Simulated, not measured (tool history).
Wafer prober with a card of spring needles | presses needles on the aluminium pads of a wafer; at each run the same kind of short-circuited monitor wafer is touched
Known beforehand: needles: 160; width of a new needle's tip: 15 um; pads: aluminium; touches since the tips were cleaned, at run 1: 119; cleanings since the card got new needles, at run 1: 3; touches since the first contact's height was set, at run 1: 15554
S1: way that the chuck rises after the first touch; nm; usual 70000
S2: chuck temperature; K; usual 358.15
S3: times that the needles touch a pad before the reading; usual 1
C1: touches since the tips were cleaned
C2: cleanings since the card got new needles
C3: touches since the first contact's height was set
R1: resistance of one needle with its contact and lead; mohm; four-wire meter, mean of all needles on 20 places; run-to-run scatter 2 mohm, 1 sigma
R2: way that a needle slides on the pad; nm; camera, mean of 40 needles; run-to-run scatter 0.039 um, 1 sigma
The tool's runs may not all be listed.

Run 1, day 0: usual settings; C1 119; C2 3; C3 15554. Result: R1 218 mohm, R2 10190 nm.
Run 2, day 0.225: usual settings; C1 1117; C2 3; C3 16552. Result: R1 218 mohm, R2 10170 nm.
Run 3, day 0.692: usual settings; C1 3211; C2 3; C3 18646. Result: R1 214 mohm, R2 10200 nm.
At day 0.946: tips cleaned on abrasive film.
Run 4, day 1.133: usual settings; C1 842; C2 4; C3 20607. Result: R1 216 mohm, R2 10120 nm.
Run 5, day 1.608: usual settings; C1 2959; C2 4; C3 22724. Result: R1 213 mohm, R2 10090 nm.
At day 1.9: tips cleaned on abrasive film.
Run 6, day 2.092: usual settings; C1 863; C2 5; C3 24865. Result: R1 221 mohm, R2 10090 nm.
Run 7, day 2.429: usual settings; C1 2366; C2 5; C3 26368. Result: R1 217 mohm, R2 10120 nm.
Run 8, day 2.817: usual settings but S2 342.15 K; C1 4102; C2 5; C3 28104. Result: R1 214 mohm, R2 10110 nm.
At day 2.858: tips cleaned on abrasive film.
Run 9, day 3.2: usual settings but S2 342.15 K; C1 1529; C2 6; C3 29790. Result: R1 212 mohm, R2 10160 nm.
Run 10, day 3.438: usual settings but S1 51000 nm, S2 354.15 K, S3 2; C1 2593; C2 6; C3 30854. Result: R1 224 mohm, R2 7390 nm.
Run 11, day 3.658: usual settings but S1 51000 nm, S2 354.15 K, S3 2; C1 3582; C2 6; C3 31843. Result: R1 222 mohm, R2 7410 nm.
At day 3.812: tips cleaned on abrasive film.
Run 12, day 3.962: usual settings but S1 69000 nm, S2 393.15 K; C1 685; C2 7; C3 33190. Result: R1 221 mohm, R2 9950 nm.
Run 13, day 4.425: usual settings but S2 306.15 K; C1 2743; C2 7; C3 35248. Result: R1 203 mohm, R2 10120 nm.
At day 4.762: tips cleaned on abrasive film.
Run 14, day 4.862: usual settings but S1 77000 nm, S2 334.15 K, S3 2; C1 455; C2 8; C3 37193. Result: R1 210 mohm, R2 11110 nm.
Run 15, day 5.308: usual settings but S2 319.15 K, S3 3; C1 2444; C2 8; C3 39182. Result: R1 208 mohm, R2 10160 nm.
Run 16, day 5.517: usual settings but S2 319.15 K, S3 3; C1 3373; C2 8; C3 40111. Result: R1 205 mohm, R2 10090 nm.
At day 5.733: tips cleaned on abrasive film.
Run 17, day 5.996: usual settings but S1 62000 nm, S2 319.15 K, S3 2; C1 1170; C2 9; C3 42226. Result: R1 210 mohm, R2 8990 nm.

3 options for the next run, each taken on its own from the tool as it stands now. Forecast them:
Run A, day 6.308: usual settings but S1 63000 nm, S2 319.15 K, S3 2; C1 2571; C2 9; C3 43627. Result: R1 ?, R2 ?.
Run B, day 6.308: usual settings but S1 59000 nm, S2 309.15 K, S3 2; C1 2571; C2 9; C3 43627. Result: R1 ?, R2 ?.
Run C, day 6.308: usual settings but S2 304.15 K; C1 2571; C2 9; C3 43627. Result: R1 ?, R2 ?.

run   R1     R2
  A  207   9080
  B  207   8590
  C  201  10090
Had the tool no hidden state, the same runs would have come out as:
run   R1     R2
  A  207   9090
  B  207   8600
  C  200  10100
